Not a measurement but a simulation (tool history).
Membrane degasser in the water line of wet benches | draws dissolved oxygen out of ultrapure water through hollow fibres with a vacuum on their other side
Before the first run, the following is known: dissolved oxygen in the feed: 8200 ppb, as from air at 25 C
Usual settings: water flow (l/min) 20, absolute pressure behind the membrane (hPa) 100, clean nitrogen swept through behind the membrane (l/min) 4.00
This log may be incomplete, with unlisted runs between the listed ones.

| run | hour | water flow (l/min) | absolute pressure behind the membrane (hPa) | clean nitrogen swept through behind the membrane (l/min) | dissolved oxygen in the water behind the degasser (ppb) | pressure that the water loses in the fibres (hPa) |
|---|---|---|---|---|---|---|
| 1 | 0.0 | 20 | 100 | 4.00 | 103.0 | 697.0 |
| 2 | 190.7 | 20 | 100 | 4.00 | 103.0 | 695.1 |
| 3 | 470.5 | 20 | 100 | 4.00 | 104.3 | 697.0 |
| 4 | 746.0 | 20 | 100 | 4.00 | 103.4 | 698.1 |
| 5 | 1013.0 | 15 | 100 | 4.00 | 72.6 | 520.9 |
|  | 1118.2 | vacuum gauge calibrated |
| 6 | 1192.0 | 15 | 166 | 4.00 | 132.6 | 521.6 |
| 7 | 1473.9 | 15 | 179 | 4.00 | 144.7 | 524.1 |
| 8 | 1624.4 | 15 | 179 | 4.00 | 143.6 | 522.7 |
| 9 | 1863.1 | 15 | 179 | 4.00 | 144.9 | 526.6 |
| 10 | 2058.1 | 20 | 65 | 4.00 | 62.5 | 700.0 |
| 11 | 2292.3 | 16 | 100 | 4.00 | 79.6 | 557.7 |
| 12 | 2579.4 | 16 | 100 | 4.00 | 79.6 | 564.9 |
| 13 | 2850.4 | 16 | 100 | 4.88 | 67.5 | 565.0 |
| 14 | 3022.2 | 16 | 100 | 4.88 | 67.6 | 566.5 |
|  | 3098.8 | seals of the vacuum lines changed |
| 15 | 3311.4 | 16 | 100 | 4.00 | 78.7 | 564.1 |
| 16 | 3487.8 | 20 | 100 | 3.66 | 111.1 | 703.9 |
| 17 | 3710.4 | 20 | 100 | 2.91 | 132.6 | 707.3 |
| 18 | 4033.5 | 13 | 151 | 4.55 | 90.8 | 461.7 |
| 19 | 4336.7 | 21 | 168 | 3.06 | 244.6 | 743.5 |
| 20 | 4567.8 | 21 | 168 | 3.06 | 244.5 | 743.4 |
| 21 | 4776.6 | 21 | 168 | 3.06 | 245.5 | 746.0 |
| 22 | 5115.1 | 24 | 168 | 10.90 | 105.9 | 849.8 |
|  | 5349.8 | gauge calibrated |
| 23 | 5432.1 | 24 | 74 | 3.65 | 98.0 | 831.8 |
| 24 | 5578.4 | 18 | 118 | 4.00 | 110.2 | 621.6 |
| 25 | 5775.8 | 18 | 159 | 4.00 | 154.0 | 626.2 |
| 26 | 6064.8 | 18 | 159 | 4.00 | 155.1 | 626.8 |
|  | 6146.2 | membrane cartridge changed |
| 27 | 6272.5 | 15 | 110 | 2.52 | 122.2 | 521.2 |
| 28 | 6416.4 | 18 | 100 | 2.67 | 126.0 | 625.6 |
| 29 | 6590.3 | 19 | 71 | 2.67 | 85.4 | 659.7 |
| 30 | 6919.4 | 15 | 227 | 2.07 | 342.7 | 521.1 |
|  | 7045.3 | vacuum gauge calibrated |
| 31 | 7100.3 | 23 | 76 | 3.25 | 102.4 | 804.4 |
| 32 | 7256.1 | 23 | 76 | 3.25 | 102.9 | 805.3 |

Consider 3 possible next runs. They are alternatives, not a sequence: every one starts from the tool as it was left by run 32. What does each give?
| A | 7555.5 | 17 | 181 | 10.42 | ? | ? |
| B | 7555.5 | 14 | 107 | 4.00 | ? | ? |
| C | 7555.5 | 12 | 74 | 8.29 | ? | ? |

| run | dissolved oxygen in the water behind the degasser (ppb) | pressure that the water loses in the fibres (hPa) |
|---|---|---|
| A | 74.0 | 596.6 |
| B | 73.4 | 492.4 |
| C | 21.3 | 418.5 |
Had the tool no hidden state, the same runs would have come out as:
| run | dissolved oxygen in the water behind the degasser (ppb) | pressure that the water loses in the fibres (hPa) |
|---|---|---|
| A | 74.0 | 589.7 |
| B | 73.4 | 486.7 |
| C | 21.2 | 413.6 |

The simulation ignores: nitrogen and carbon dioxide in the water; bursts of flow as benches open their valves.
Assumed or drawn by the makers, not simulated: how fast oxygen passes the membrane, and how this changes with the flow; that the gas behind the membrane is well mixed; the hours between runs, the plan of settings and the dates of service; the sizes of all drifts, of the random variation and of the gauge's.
